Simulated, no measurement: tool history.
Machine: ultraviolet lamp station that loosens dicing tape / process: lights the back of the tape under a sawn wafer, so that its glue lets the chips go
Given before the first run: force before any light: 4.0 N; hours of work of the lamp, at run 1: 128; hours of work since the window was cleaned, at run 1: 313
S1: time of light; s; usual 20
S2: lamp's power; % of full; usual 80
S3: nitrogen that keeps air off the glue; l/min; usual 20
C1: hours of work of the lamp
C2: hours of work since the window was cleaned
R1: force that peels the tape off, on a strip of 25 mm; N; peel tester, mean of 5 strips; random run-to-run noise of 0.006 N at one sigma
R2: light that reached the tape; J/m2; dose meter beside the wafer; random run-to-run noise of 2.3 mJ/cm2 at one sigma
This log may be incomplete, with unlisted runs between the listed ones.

| run | hour | S1 | S2 | S3 | C1 | C2 | R1 | R2 |
|---|---|---|---|---|---|---|---|---|
| 1 | 0 | 20 | 80 | 20 | 128 | 313 | 0.229 | 1930 |
| 2 | 43.7 | 20 | 92 | 20 | 158 | 343 | 0.175 | 2140 |
| 3 | 128.3 | 20 | 78 | 20 | 216 | 401 | 0.266 | 1770 |
|  | 191.1 | window cleaned of glue's vapour |
| 4 | 225.1 | 20 | 78 | 20 | 282 | 23 | 0.217 | 1960 |
| 5 | 316.6 | 20 | 78 | 20 | 345 | 86 | 0.234 | 1910 |
| 6 | 387.4 | 20 | 80 | 25 | 393 | 135 | 0.181 | 1910 |
| 7 | 447.3 | 10 | 80 | 20 | 434 | 176 | 0.928 | 970 |
| 8 | 517.6 | 10 | 80 | 20 | 483 | 224 | 0.944 | 910 |
| 9 | 569.7 | 20 | 80 | 20 | 518 | 260 | 0.254 | 1850 |
| 10 | 632.1 | 20 | 80 | 20 | 561 | 303 | 0.276 | 1760 |
| 11 | 701.2 | 20 | 80 | 20 | 609 | 350 | 0.305 | 1720 |
| 12 | 759.4 | 12 | 80 | 20 | 648 | 390 | 0.812 | 1000 |
| 13 | 834.7 | 20 | 80 | 20 | 700 | 442 | 0.333 | 1670 |
|  | 840 | window cleaned of glue's vapour |
| 14 | 928 | 20 | 80 | 8 | 764 | 60 | 0.567 | 1860 |
| 15 | 1017.7 | 20 | 71 | 20 | 825 | 122 | 0.36 | 1590 |
| 16 | 1071.2 | 20 | 71 | 20 | 862 | 159 | 0.38 | 1560 |
| 17 | 1149.5 | 20 | 80 | 20 | 916 | 212 | 0.312 | 1700 |
| 18 | 1233.7 | 20 | 80 | 20 | 974 | 270 | 0.334 | 1680 |
| 19 | 1325.1 | 20 | 89 | 20 | 1036 | 333 | 0.274 | 1820 |
| 20 | 1399.3 | 15 | 86 | 20 | 1087 | 384 | 0.577 | 1250 |
| 21 | 1456.9 | 15 | 86 | 20 | 1127 | 423 | 0.59 | 1230 |
|  | 1463.6 | lamp changed |
|  | 1486.3 | window cleaned of glue's vapour |
| 22 | 1509.2 | 20 | 92 | 27 | 31 | 16 | 0.099 | 2510 |
| 23 | 1584.6 | 20 | 90 | 16 | 83 | 67 | 0.167 | 2400 |
| 24 | 1673 | 20 | 90 | 16 | 143 | 128 | 0.185 | 2270 |
| 25 | 1759 | 26 | 73 | 11 | 202 | 187 | 0.251 | 2390 |
| 26 | 1843 | 36 | 80 | 9 | 260 | 245 | 0.113 | 3490 |
| 27 | 1886.8 | 13 | 80 | 39 | 290 | 275 | 0.373 | 1230 |
| 28 | 1962 | 20 | 61 | 11 | 342 | 326 | 0.711 | 1410 |
| 29 | 2056.2 | 20 | 61 | 38 | 406 | 391 | 0.303 | 1340 |
|  | 2137.1 | window cleaned of glue's vapour |
| 30 | 2156.2 | 20 | 61 | 38 | 475 | 13 | 0.239 | 1520 |
| 31 | 2252.2 | 20 | 61 | 38 | 540 | 79 | 0.257 | 1490 |
| 32 | 2298.3 | 20 | 64 | 32 | 572 | 111 | 0.293 | 1560 |
| 33 | 2391 | 36 | 75 | 26 | 636 | 174 | 0.071 | 3140 |
| 34 | 2445.3 | 13 | 98 | 36 | 673 | 211 | 0.284 | 1460 |
| 35 | 2533.9 | 20 | 100 | 10 | 734 | 272 | 0.316 | 2220 |
| 36 | 2601.3 | 13 | 60 | 20 | 780 | 318 | 1.065 | 820 |
| 37 | 2684.6 | 13 | 60 | 20 | 837 | 376 | 1.117 | 830 |

Below, some changes in R1 between adjacent runs. For each, the amount present without the hidden state too (settings, incoming material, random variation) and the amount remaining for the hidden state with gauge scatter not shared by both compared results:
What the log doesn't record here: lamp's light, % of a new lamp's; light that the window lets through, % of a clean one's; drift of the gauge itself on peel_n, %; drift of the gauge itself on dose_mj_cm2, %.
Run 6 -> 7: S1 20 -> 10, S3 25 -> 20. R1 +0.747 N: hidden state +0.14, all else +0.607.
Run 8 -> 9: S1 10 -> 20. R1 -0.69 N: hidden state -0.124, all else -0.566.
Run 11 -> 12: S1 20 -> 12. R1 +0.507 N: hidden state +0.166, all else +0.341.
Run 21 -> 22: S1 15 -> 20, S2 86 -> 92, S3 20 -> 27, lamp changed, window cleaned of glue's vapour. R1 -0.491 N: hidden state -0.311, all else -0.18.
Run 35 -> 36: S1 20 -> 13, S2 100 -> 60, S3 10 -> 20. R1 +0.749 N: hidden state +0.191, all else +0.558.
